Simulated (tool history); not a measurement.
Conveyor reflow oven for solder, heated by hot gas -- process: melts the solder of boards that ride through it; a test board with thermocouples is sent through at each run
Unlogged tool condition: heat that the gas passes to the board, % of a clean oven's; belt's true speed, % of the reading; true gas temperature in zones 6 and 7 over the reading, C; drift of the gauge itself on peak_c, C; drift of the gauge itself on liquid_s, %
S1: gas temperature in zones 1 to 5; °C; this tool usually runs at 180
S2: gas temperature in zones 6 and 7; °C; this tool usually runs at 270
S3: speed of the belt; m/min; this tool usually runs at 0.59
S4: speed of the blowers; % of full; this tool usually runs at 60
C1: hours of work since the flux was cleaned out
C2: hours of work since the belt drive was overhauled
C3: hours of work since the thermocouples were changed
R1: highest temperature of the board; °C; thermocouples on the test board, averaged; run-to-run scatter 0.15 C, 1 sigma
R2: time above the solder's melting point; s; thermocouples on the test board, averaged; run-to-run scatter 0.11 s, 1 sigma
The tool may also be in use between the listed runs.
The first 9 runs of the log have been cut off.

run    hour   S1   S2     S3  S4   C1    C2   C3     R1    R2
 10   303.6  180  270   0.59  60   83  1170  601  253.3  55.9
      318.5  -- thermocouples of zones 6 and 7 changed
 11   331.7  180  270  0.579  60   99  1186    8    254    57
 12   375.2  180  270  0.579  60  126  1213   35    254  57.2
 13   400.1  180  270   0.59  60  141  1228   51  253.4  55.6
 14   427.7  180  270   0.59  60  158  1246   68  253.4  55.7
 15   452.1  180  270   0.59  60  174  1261   83  253.2  55.6
 16   497.8  180  270   0.59  60  202  1289  111  253.2  55.7
      534.1  -- belt drive overhauled, speed set with a stopwatch
 17   538.3  180  277   0.57  60  224     3  134  260.3    62
 18   574.3  180  277   0.57  60  247    25  156  260.1  61.9
 19   612.9  180  276  0.509  60  271    49  180    263  71.2
      627.7  -- flux residue cleaned out of gas plates and filters
 20   659.2  180  276  0.509  60   20    74  206  262.9  71.4
 21   696.5  180  273   0.59  60   43    98  229  255.6  57.2
 22   732.5  186  270   0.59  60   65   120  251  254.4  58.5
 23   765.4  173  278  0.655  55   85   140  272  252.5  46.2
 24   794.8  178  266  0.693  69  104   159  290  247.8  42.7
 25     825  174  270  0.654  60  122   177  309  248.5  44.2
 26   861.5  174  270  0.586  60  145   200  331  252.6  53.2
 27   914.3  174  270  0.586  60  178   233  364  252.1  53.3
 28   947.1  180  270   0.59  85  198   253  384  259.8  60.8
 29   987.8  184  268   0.59  60  223   278  410  252.5  56.3
 30  1037.5  182  264   0.59  86  254   309  440  254.9    59

What if the next run were any one of these 4? Each begins from the tool's condition after run 30:
     1080.5  -- flux residue cleaned out of gas plates and filters
  A  1087.6  180  277   0.59  60   4  337  468   ?   ?
     1080.5  -- flux residue cleaned out of gas plates and filters
  B  1087.6  182  264   0.59  57   4  337  468   ?   ?
     1080.5  -- flux residue cleaned out of gas plates and filters
  C  1087.6  182  276   0.59  78   4  337  468   ?   ?
     1080.5  -- flux residue cleaned out of gas plates and filters
  D  1087.6  180  270  0.499  60   4  337  468   ?   ?

run     R1    R2
  A  259.3    59
  B  247.6  52.1
  C  264.2  62.9
  D  257.7  70.2
Stripped of hidden state, with their random variation kept, the same runs would have yielded:
run     R1    R2
  A  259.3    59
  B  247.7  52.1
  C  264.2  62.9
  D  257.8  70.2
